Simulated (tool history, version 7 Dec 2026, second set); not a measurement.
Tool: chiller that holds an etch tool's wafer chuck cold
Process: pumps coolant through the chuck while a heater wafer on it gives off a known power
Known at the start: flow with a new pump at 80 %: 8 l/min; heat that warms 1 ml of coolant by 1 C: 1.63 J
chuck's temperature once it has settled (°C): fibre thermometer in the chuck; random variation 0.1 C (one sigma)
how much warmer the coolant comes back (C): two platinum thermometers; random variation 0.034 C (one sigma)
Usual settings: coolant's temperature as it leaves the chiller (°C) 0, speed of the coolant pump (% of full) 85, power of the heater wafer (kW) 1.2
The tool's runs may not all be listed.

run	hour	coolant's temperature as it leaves the chiller (°C)	speed of the coolant pump (% of full)	power of the heater wafer (kW)	chuck's temperature once it has settled (°C)	how much warmer the coolant comes back (C)
1	0	0	85	1.2	10.6	5.24
2	70.8	0	85	1.2	10.7	5.22
3	141.2	0	85	1.2	10.7	5.22
4	201.3	0	85	1.2	10.6	5.2
5	283.5	0	85	0.665	6	2.92
6	329	0	85	0.665	5.9	2.95
7	371.7	0	85	0.665	5.8	2.88
8	411.9	0	85	0.665	5.8	2.82
9	456.7	0	85	0.665	5.7	2.96
10	503.2	0	85	0.665	5.9	2.89
11	563.5	-4	85	1.2	6.7	5.19
12	629	-4	85	1.2	6.6	5.22
13	718.5	-4	85	1.215	6.7	5.3
14	801	-4	85	1.215	6.7	5.29
15	871.5	0	94	1.208	10	4.78
# hour 934.5: chiller's thermometer calibrated
16	935.4	0	94	1.208	10.1	4.8
17	1018.6	0	92	0.728	6.2	2.94
18	1068.1	0	92	0.728	6.2	2.94
19	1154.5	0	91	1.259	10.8	5.13
20	1234.4	3	82	1.355	15.4	6.11
21	1304.9	3	80	1.187	13.9	5.5
22	1370.2	0	72	1.2	12	6.05
23	1436.3	-9	61	0.821	0.1	4.89
24	1496.4	-9	61	0.821	-0.1	4.92

5 ways to go on from here, each from the tool as it stands after run 24. What would each give?
A	1568.5	6	80	0.622	?	?
B	1568.5	0	85	1.296	?	?
C	1568.5	-9	64	0.967	?	?
D	1568.5	-1	85	0.729	?	?
E	1568.5	7	93	1.226	?	?

run	chuck's temperature once it has settled (°C)	how much warmer the coolant comes back (C)
A	11.6	2.91
B	11.6	5.62
C	1.3	5.47
D	5.7	3.18
E	17.3	4.84
Without the tool's hidden state the same runs would have given:
run	chuck's temperature once it has settled (°C)	how much warmer the coolant comes back (C)
A	11.5	2.91
B	11.5	5.61
C	1.2	5.46
D	5.7	3.18
E	17.3	4.84
